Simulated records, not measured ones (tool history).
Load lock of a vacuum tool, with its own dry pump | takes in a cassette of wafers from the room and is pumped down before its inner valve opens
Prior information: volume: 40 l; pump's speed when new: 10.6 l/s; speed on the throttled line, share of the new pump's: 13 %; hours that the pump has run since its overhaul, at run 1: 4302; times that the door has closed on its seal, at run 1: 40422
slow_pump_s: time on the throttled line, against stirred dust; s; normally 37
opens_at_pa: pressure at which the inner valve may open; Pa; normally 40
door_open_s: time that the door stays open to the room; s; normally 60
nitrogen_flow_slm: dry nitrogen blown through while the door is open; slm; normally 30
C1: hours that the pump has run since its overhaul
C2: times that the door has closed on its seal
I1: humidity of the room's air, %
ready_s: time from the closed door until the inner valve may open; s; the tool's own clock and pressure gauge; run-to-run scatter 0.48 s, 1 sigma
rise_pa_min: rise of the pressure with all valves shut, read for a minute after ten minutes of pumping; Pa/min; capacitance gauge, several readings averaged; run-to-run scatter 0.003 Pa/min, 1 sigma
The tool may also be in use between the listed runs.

Run 1, hour 0: usual settings; C1 4302; C2 40422; I1 45.9. Result: ready_s 62.9 s, rise_pa_min 0.26 Pa/min.
Run 2, hour 174: usual settings; C1 4476; C2 40792; I1 45.3. Result: ready_s 63.5 s, rise_pa_min 0.272 Pa/min.
Run 3, hour 315.9: usual settings but opens_at_pa 38 Pa; C1 4618; C2 41094; I1 40.5. Result: ready_s 65 s, rise_pa_min 0.262 Pa/min.
Run 4, hour 532.8: usual settings but slow_pump_s 66 s, opens_at_pa 38 Pa; C1 4835; C2 41555; I1 44.2. Result: ready_s 89.7 s, rise_pa_min 0.276 Pa/min.
Run 5, hour 634.1: usual settings but slow_pump_s 66 s, opens_at_pa 38 Pa; C1 4936; C2 41770; I1 47.8. Result: ready_s 88 s, rise_pa_min 0.284 Pa/min.
Run 6, hour 743.9: usual settings but slow_pump_s 66 s, opens_at_pa 38 Pa; C1 5046; C2 42003; I1 44.9. Result: ready_s 88.4 s, rise_pa_min 0.282 Pa/min.
Run 7, hour 839.9: usual settings but nitrogen_flow_slm 21 slm; C1 5142; C2 42207; I1 45.8. Result: ready_s 63.5 s, rise_pa_min 0.286 Pa/min.
Run 8, hour 1006.9: usual settings but nitrogen_flow_slm 21 slm; C1 5309; C2 42562; I1 46. Result: ready_s 62.8 s, rise_pa_min 0.292 Pa/min.
Run 9, hour 1230.9: usual settings but slow_pump_s 43 s; C1 5533; C2 43038; I1 43.9. Result: ready_s 67.9 s, rise_pa_min 0.292 Pa/min.
Run 10, hour 1342: usual settings but slow_pump_s 43 s; C1 5644; C2 43275; I1 45.7. Result: ready_s 69.6 s, rise_pa_min 0.292 Pa/min.
Run 11, hour 1557.3: usual settings but slow_pump_s 43 s, nitrogen_flow_slm 40 slm; C1 5859; C2 43732; I1 44. Result: ready_s 68.5 s, rise_pa_min 0.29 Pa/min.
Run 12, hour 1756: usual settings but slow_pump_s 43 s, nitrogen_flow_slm 40 slm; C1 6058; C2 44155; I1 46.8. Result: ready_s 68.8 s, rise_pa_min 0.303 Pa/min.
Run 13, hour 1948.1: usual settings but slow_pump_s 23 s; C1 6250; C2 44563; I1 43.4. Result: ready_s 50.9 s, rise_pa_min 0.316 Pa/min.
At hour 2024.5: door's seal changed, seat wiped.
Run 14, hour 2042.8: usual settings but slow_pump_s 23 s; C1 6343; C2 39; I1 45.4. Result: ready_s 51.3 s, rise_pa_min 0.037 Pa/min.
Run 15, hour 2240.5: usual settings but slow_pump_s 23 s; C1 6541; C2 459; I1 41.5. Result: ready_s 51.8 s, rise_pa_min 0.041 Pa/min.
Run 16, hour 2349.5: usual settings but slow_pump_s 23 s; C1 6650; C2 691; I1 41.4. Result: ready_s 51.9 s, rise_pa_min 0.036 Pa/min.
Run 17, hour 2475.2: usual settings; C1 6776; C2 958; I1 47.3. Result: ready_s 63.7 s, rise_pa_min 0.044 Pa/min.
Run 18, hour 2631.2: usual settings; C1 6932; C2 1289; I1 42.9. Result: ready_s 63.8 s, rise_pa_min 0.046 Pa/min.
Run 19, hour 2793.8: usual settings but slow_pump_s 65 s; C1 7094; C2 1635; I1 45.2. Result: ready_s 87.9 s, rise_pa_min 0.05 Pa/min.
Run 20, hour 2921.8: usual settings but nitrogen_flow_slm 16 slm; C1 7222; C2 1907; I1 43.9. Result: ready_s 63.9 s, rise_pa_min 0.05 Pa/min.
Run 21, hour 3091.3: usual settings but slow_pump_s 27 s, opens_at_pa 41 Pa, door_open_s 30 s, nitrogen_flow_slm 16 slm; C1 7392; C2 2267; I1 43.7. Result: ready_s 55.2 s, rise_pa_min 0.042 Pa/min.
Run 22, hour 3230.2: usual settings but slow_pump_s 27 s, opens_at_pa 41 Pa, door_open_s 30 s, nitrogen_flow_slm 16 slm; C1 7531; C2 2563; I1 43.6. Result: ready_s 54.7 s, rise_pa_min 0.041 Pa/min.
Run 23, hour 3452.3: usual settings but slow_pump_s 27 s, opens_at_pa 41 Pa, door_open_s 30 s, nitrogen_flow_slm 16 slm; C1 7753; C2 3035; I1 42.6. Result: ready_s 55.9 s, rise_pa_min 0.046 Pa/min.
Run 24, hour 3606.2: usual settings but slow_pump_s 27 s, opens_at_pa 41 Pa, door_open_s 30 s, nitrogen_flow_slm 16 slm; C1 7907; C2 3362; I1 45.4. Result: ready_s 55.8 s, rise_pa_min 0.044 Pa/min.
Run 25, hour 3749.8: usual settings but slow_pump_s 27 s, opens_at_pa 41 Pa, door_open_s 30 s, nitrogen_flow_slm 16 slm; C1 8050; C2 3667; I1 47.3. Result: ready_s 56.1 s, rise_pa_min 0.048 Pa/min.
Run 26, hour 3944.8: usual settings but slow_pump_s 27 s, opens_at_pa 41 Pa, door_open_s 30 s, nitrogen_flow_slm 16 slm; C1 8245; C2 4081; I1 44.9. Result: ready_s 56.7 s, rise_pa_min 0.049 Pa/min.

Forecast run 27:
Run 27, hour 4086.7: usual settings but door_open_s 33 s, nitrogen_flow_slm 42 slm; C1 8387; C2 4383; I1 44.6. Result: ready_s ?, rise_pa_min ?.

{"run 27": {"ready_s": 63.9, "rise_pa_min": 0.037}}
The same run, on a tool lacking any hidden state, would have yielded ready_s 61.5 s, rise_pa_min 0.028 Pa/min.

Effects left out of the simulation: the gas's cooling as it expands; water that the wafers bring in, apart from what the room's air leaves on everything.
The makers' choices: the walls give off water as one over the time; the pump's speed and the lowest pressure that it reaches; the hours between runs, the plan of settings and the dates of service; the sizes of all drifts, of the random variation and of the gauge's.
